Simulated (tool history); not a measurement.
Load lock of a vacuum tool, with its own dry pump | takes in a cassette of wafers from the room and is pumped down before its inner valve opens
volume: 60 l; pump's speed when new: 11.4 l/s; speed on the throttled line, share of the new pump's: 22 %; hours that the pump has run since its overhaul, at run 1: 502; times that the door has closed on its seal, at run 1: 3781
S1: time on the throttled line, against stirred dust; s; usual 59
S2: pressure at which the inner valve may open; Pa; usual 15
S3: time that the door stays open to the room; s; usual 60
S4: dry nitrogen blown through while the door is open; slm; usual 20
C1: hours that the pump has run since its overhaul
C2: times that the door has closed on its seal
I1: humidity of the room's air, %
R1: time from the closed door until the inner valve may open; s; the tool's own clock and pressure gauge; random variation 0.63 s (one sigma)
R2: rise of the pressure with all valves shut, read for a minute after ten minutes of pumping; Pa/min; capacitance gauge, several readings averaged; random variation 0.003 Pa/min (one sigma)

{"run": 1, "hour": 0.0, "S1": 59, "S2": 15, "S3": 60, "S4": 20, "C1": 502, "C2": 3781, "I1": 42.3, "R1": 93.7, "R2": 0.039}
{"run": 2, "hour": 53.4, "S1": 59, "S2": 15, "S3": 60, "S4": 20, "C1": 556, "C2": 3958, "I1": 44.7, "R1": 93.5, "R2": 0.042}
{"run": 3, "hour": 116.5, "S1": 59, "S2": 15, "S3": 60, "S4": 20, "C1": 619, "C2": 4167, "I1": 47.5, "R1": 92.8, "R2": 0.043}
{"run": 4, "hour": 203.9, "S1": 59, "S2": 15, "S3": 60, "S4": 20, "C1": 706, "C2": 4457, "I1": 42.9, "R1": 94.0, "R2": 0.039}
{"run": 5, "hour": 292.2, "S1": 59, "S2": 15, "S3": 60, "S4": 20, "C1": 794, "C2": 4750, "I1": 45.9, "R1": 94.4, "R2": 0.046}
{"run": 6, "hour": 361.5, "S1": 59, "S2": 26, "S3": 60, "S4": 20, "C1": 864, "C2": 4980, "I1": 47.2, "R1": 90.3, "R2": 0.052}
{"run": 7, "hour": 444.7, "S1": 59, "S2": 12, "S3": 60, "S4": 20, "C1": 947, "C2": 5256, "I1": 47.2, "R1": 94.1, "R2": 0.052}
{"run": 8, "hour": 486.6, "S1": 59, "S2": 12, "S3": 60, "S4": 20, "C1": 989, "C2": 5395, "I1": 45.4, "R1": 96.5, "R2": 0.05}
{"run": 9, "hour": 541.9, "S1": 59, "S2": 12, "S3": 60, "S4": 20, "C1": 1044, "C2": 5579, "I1": 44.7, "R1": 95.7, "R2": 0.053}
{"run": 10, "hour": 617.0, "S1": 59, "S2": 12, "S3": 60, "S4": 20, "C1": 1119, "C2": 5828, "I1": 42.7, "R1": 96.8, "R2": 0.051}
{"run": 11, "hour": 682.6, "S1": 59, "S2": 12, "S3": 60, "S4": 14, "C1": 1185, "C2": 6046, "I1": 42.3, "R1": 93.5, "R2": 0.063}
{"run": 12, "hour": 768.0, "S1": 59, "S2": 12, "S3": 60, "S4": 14, "C1": 1270, "C2": 6329, "I1": 43.4, "R1": 96.2, "R2": 0.054}
{"run": 13, "hour": 849.6, "S1": 59, "S2": 12, "S3": 60, "S4": 14, "C1": 1352, "C2": 6600, "I1": 43.7, "R1": 96.3, "R2": 0.055}
{"run": 14, "hour": 900.7, "S1": 59, "S2": 12, "S3": 60, "S4": 14, "C1": 1403, "C2": 6770, "I1": 48.2, "R1": 95.5, "R2": 0.068}
{"run": 15, "hour": 940.9, "S1": 59, "S2": 14, "S3": 60, "S4": 7, "C1": 1443, "C2": 6903, "I1": 46.9, "R1": 94.9, "R2": 0.079}
{"run": 16, "hour": 1000.1, "S1": 59, "S2": 14, "S3": 60, "S4": 7, "C1": 1502, "C2": 7100, "I1": 45.7, "R1": 95.8, "R2": 0.079}
{"run": 17, "hour": 1066.9, "S1": 59, "S2": 14, "S3": 60, "S4": 7, "C1": 1569, "C2": 7321, "I1": 43.4, "R1": 95.1, "R2": 0.073}
{"run": 18, "hour": 1146.8, "S1": 37, "S2": 11, "S3": 33, "S4": 7, "C1": 1649, "C2": 7586, "I1": 44.0, "R1": 79.4, "R2": 0.073}
{"run": 19, "hour": 1189.2, "S1": 37, "S2": 11, "S3": 33, "S4": 7, "C1": 1691, "C2": 7727, "I1": 49.1, "R1": 80.3, "R2": 0.066}
{"run": 20, "hour": 1253.0, "S1": 59, "S2": 15, "S3": 122, "S4": 20, "C1": 1755, "C2": 7939, "I1": 47.4, "R1": 94.9, "R2": 0.083}
{"run": 21, "hour": 1334.2, "S1": 59, "S2": 15, "S3": 122, "S4": 20, "C1": 1836, "C2": 8208, "I1": 46.7, "R1": 95.7, "R2": 0.084}
{"run": 22, "hour": 1421.8, "S1": 104, "S2": 26, "S3": 104, "S4": 33, "C1": 1924, "C2": 8499, "I1": 44.4, "R1": 127.8, "R2": 0.071}
{"run": 23, "hour": 1470.5, "S1": 104, "S2": 26, "S3": 104, "S4": 33, "C1": 1973, "C2": 8661, "I1": 45.4, "R1": 126.7, "R2": 0.068}
{"run": 24, "hour": 1521.9, "S1": 104, "S2": 26, "S3": 104, "S4": 33, "C1": 2024, "C2": 8831, "I1": 43.3, "R1": 127.2, "R2": 0.074}
{"run": 25, "hour": 1581.3, "S1": 59, "S2": 15, "S3": 103, "S4": 20, "C1": 2084, "C2": 9028, "I1": 44.8, "R1": 96.8, "R2": 0.084}

Measured less the same run without the tool's hidden state. The same run-to-run variation is in both; the gauge's scatter may not be:
The hidden state here: pump's speed, % of a new pump's; leak at the door's seal, Pa l/s; drift of the gauge itself on ready_s, %; drift of the gauge itself on rise_pa_min, %.
run=1 R1=+0.6 R2=+0.014
run=2 R1=+0.7 R2=+0.016
run=3 R1=+0.7 R2=+0.017
run=4 R1=+0.8 R2=+0.019
run=5 R1=+0.9 R2=+0.019
run=6 R1=+0.8 R2=+0.022
run=7 R1=+1.1 R2=+0.022
run=8 R1=+1.1 R2=+0.023
run=9 R1=+1.1 R2=+0.024
run=10 R1=+1.3 R2=+0.025
run=11 R1=+1.3 R2=+0.027
run=12 R1=+1.5 R2=+0.028
run=13 R1=+1.6 R2=+0.030
run=14 R1=+1.5 R2=+0.032
run=15 R1=+1.5 R2=+0.032
run=16 R1=+1.7 R2=+0.034
run=17 R1=+1.7 R2=+0.035
run=18 R1=+2.3 R2=+0.037
run=19 R1=+2.3 R2=+0.038
run=20 R1=+1.9 R2=+0.038
run=21 R1=+1.9 R2=+0.041
run=22 R1=+1.3 R2=+0.042
run=23 R1=+1.3 R2=+0.043
run=24 R1=+1.4 R2=+0.046
run=25 R1=+2.2 R2=+0.046
